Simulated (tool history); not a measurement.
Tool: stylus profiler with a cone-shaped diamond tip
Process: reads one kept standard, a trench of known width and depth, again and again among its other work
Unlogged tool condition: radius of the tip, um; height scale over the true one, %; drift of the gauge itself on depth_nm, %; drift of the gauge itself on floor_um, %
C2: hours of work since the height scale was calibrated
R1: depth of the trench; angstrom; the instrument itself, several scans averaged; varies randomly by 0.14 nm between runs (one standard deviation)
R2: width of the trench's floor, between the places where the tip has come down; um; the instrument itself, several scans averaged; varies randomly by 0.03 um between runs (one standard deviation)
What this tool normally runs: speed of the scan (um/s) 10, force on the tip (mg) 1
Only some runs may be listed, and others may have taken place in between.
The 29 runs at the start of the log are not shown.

{"run": 30, "hour": 568.2, "speed of the scan (um/s)": 15, "force on the tip (mg)": 0.44, "scans with this tip": 7281, "C2": 647, "R1": 5009.1, "R2": 95.46}
{"run": 31, "hour": 583.5, "speed of the scan (um/s)": 15, "force on the tip (mg)": 0.44, "scans with this tip": 7359, "C2": 653, "R1": 5012, "R2": 95.51}
{"run": 32, "hour": 603.3, "speed of the scan (um/s)": 3, "force on the tip (mg)": 0.62, "scans with this tip": 7459, "C2": 662, "R1": 5014.1, "R2": 95.6}
{"run": 33, "hour": 632.2, "speed of the scan (um/s)": 3, "force on the tip (mg)": 1.12, "scans with this tip": 7606, "C2": 675, "R1": 5021.1, "R2": 95.61}
{"run": 34, "hour": 645.7, "speed of the scan (um/s)": 5, "force on the tip (mg)": 2.47, "scans with this tip": 7674, "C2": 681, "R1": 5032.8, "R2": 95.61}
{"run": 35, "hour": 658.8, "speed of the scan (um/s)": 12, "force on the tip (mg)": 1.14, "scans with this tip": 7740, "C2": 687, "R1": 5017.1, "R2": 95.62}
{"run": 36, "hour": 675.3, "speed of the scan (um/s)": 12, "force on the tip (mg)": 1.14, "scans with this tip": 7824, "C2": 695, "R1": 5017.7, "R2": 95.55}
{"run": 37, "hour": 689.2, "speed of the scan (um/s)": 12, "force on the tip (mg)": 1.14, "scans with this tip": 7895, "C2": 701, "R1": 5018.1, "R2": 95.49}
{"run": 38, "hour": 707.7, "speed of the scan (um/s)": 4, "force on the tip (mg)": 1.11, "scans with this tip": 7988, "C2": 709, "R1": 5018.5, "R2": 95.59}
{"run": 39, "hour": 721.7, "speed of the scan (um/s)": 2, "force on the tip (mg)": 1.92, "scans with this tip": 8059, "C2": 716, "R1": 5026.8, "R2": 95.6}
{"run": 40, "hour": 738.8, "speed of the scan (um/s)": 23, "force on the tip (mg)": 0.51, "scans with this tip": 8146, "C2": 723, "R1": 5011.3, "R2": 95.42}
{"run": 41, "hour": 762.8, "speed of the scan (um/s)": 5, "force on the tip (mg)": 2.01, "scans with this tip": 8267, "C2": 734, "R1": 5027.7, "R2": 95.6}
{"run": 42, "hour": 782.0, "speed of the scan (um/s)": 5, "force on the tip (mg)": 2.01, "scans with this tip": 8365, "C2": 743, "R1": 5028.7, "R2": 95.56}
{"run": 43, "hour": 803.4, "speed of the scan (um/s)": 15, "force on the tip (mg)": 1.13, "scans with this tip": 8473, "C2": 752, "R1": 5018.3, "R2": 95.57}
{"run": 44, "hour": 825.9, "speed of the scan (um/s)": 2, "force on the tip (mg)": 0.86, "scans with this tip": 8587, "C2": 763, "R1": 5014.7, "R2": 95.66}
{"run": 45, "hour": 840.9, "speed of the scan (um/s)": 2, "force on the tip (mg)": 0.86, "scans with this tip": 8663, "C2": 769, "R1": 5015.2, "R2": 95.62}
{"run": 46, "hour": 864.8, "speed of the scan (um/s)": 9, "force on the tip (mg)": 0.86, "scans with this tip": 8784, "C2": 780, "R1": 5015.3, "R2": 95.59}
{"run": 47, "hour": 881.3, "speed of the scan (um/s)": 9, "force on the tip (mg)": 0.86, "scans with this tip": 8868, "C2": 787, "R1": 5013.5, "R2": 95.58}
{"run": 48, "hour": 903.7, "speed of the scan (um/s)": 25, "force on the tip (mg)": 0.48, "scans with this tip": 8981, "C2": 798, "R1": 5009.2, "R2": 95.34}

Consider 3 possible next runs. They are alternatives, not a sequence: every one starts from the tool as it was left by run 48. What does each give?
{"run": "A", "hour": 932.9, "speed of the scan (um/s)": 35, "force on the tip (mg)": 0.37, "scans with this tip": 9129, "C2": 811, "R1": "?", "R2": "?"}
{"run": "B", "hour": 932.9, "speed of the scan (um/s)": 2, "force on the tip (mg)": 0.99, "scans with this tip": 9129, "C2": 811, "R1": "?", "R2": "?"}
{"run": "C", "hour": 932.9, "speed of the scan (um/s)": 13, "force on the tip (mg)": 2.91, "scans with this tip": 9129, "C2": 811, "R1": "?", "R2": "?"}

run=A R1=5008.8 R2=95.15
run=B R1=5016.3 R2=95.66
run=C R1=5035.6 R2=95.57
What these runs would have given with no unlogged condition in the tool:
run=A R1=5008.9 R2=95.16
run=B R1=5016.5 R2=95.67
run=C R1=5035.8 R2=95.58
